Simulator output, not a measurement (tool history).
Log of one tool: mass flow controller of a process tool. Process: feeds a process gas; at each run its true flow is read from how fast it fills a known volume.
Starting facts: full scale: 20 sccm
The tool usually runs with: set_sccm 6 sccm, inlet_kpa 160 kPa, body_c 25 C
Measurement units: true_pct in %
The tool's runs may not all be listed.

run    hour  set_sccm  inlet_kpa  body_c  true_pct
  1     0.0         6        160      25     96.84
  2   114.0         6        160      25     96.71
  3   234.1         6        160      25     96.79
  4   390.9         6        160      25     96.73
  5   552.8         6        160      25     96.77
  6   751.9         6        160      25     96.50
  7   874.1         2        160      25     93.55
  8   974.1         2        160      25     93.63
  9  1166.1         2        160      25     93.39
 10  1366.7         2        160      25     93.34
 11  1589.0         2        160      25     93.31
 12  1716.1         2        160      25     93.15
 13  1862.5         6        198      25     96.33
 14  1977.2         6        198      25     96.23
 15  2070.8         6        198      25     96.20
 16  2224.1         6        198      25     96.21
 17  2413.3         6        198      25     96.25
 18  2602.4         6        198      25     96.12
 19  2712.6         6        160      25     96.15
 20  2856.0         6        160      25     96.18
 21  3071.8         4        160      25     95.09
 22  3201.6         4        160      25     94.93
 23  3348.5         6        160      25     96.06
 24  3508.2         6        160      25     95.92
 25  3678.1         6        143      25     95.93
 26  3851.2         6        143      25     96.04
 27  4066.7         6        143      25     95.81
 28  4280.1         6        143      25     95.99
     4291.9  -- controller's zero set anew
 29  4456.3         6        143      25     94.85
 30  4592.6         8        160      27     95.81
     4688.0  -- controller's zero set anew, once more
 31  4772.7         9        167      20     97.55
 32  4872.5         9        167      20     97.41
 33  5074.2         6        237      25     97.14
 34  5168.4         6        182      24     97.37
 35  5388.9         6        160      21     97.05
 36  5559.7         6        160      21     96.91
 37  5714.6         2        160      25     96.20
 38  5888.9         2        174      34     96.67
 39  6050.6         2        174      34     96.62
 40  6273.0         2        174      34     96.45
 41  6407.5         2        174      39     96.73
 42  6529.0        18        160      25     98.91
 43  6709.4         4        215      21     96.22
 44  6849.9         4        237      25     96.31
 45  7056.7         5        232      37     97.29
 46  7265.3         5        264      31     96.64
 47  7360.6        20        252      39     99.57
 48  7518.5         5        148      25     96.66

Branching from run 48: 4 alternative next runs. What would each branch give?
  A  7712.9         6        160      28         ?
  B  7712.9         7        160      25         ?
  C  7712.9         3        160      25         ?
  D  7712.9         6        160      36         ?

run  true_pct
  A     96.81
  B     97.06
  C     95.90
  D     97.39
The same runs, with their run-to-run variation unchanged, on a tool lacking any hidden condition would have given:
run  true_pct
  A     98.29
  B     98.46
  C     97.92
  D     98.86
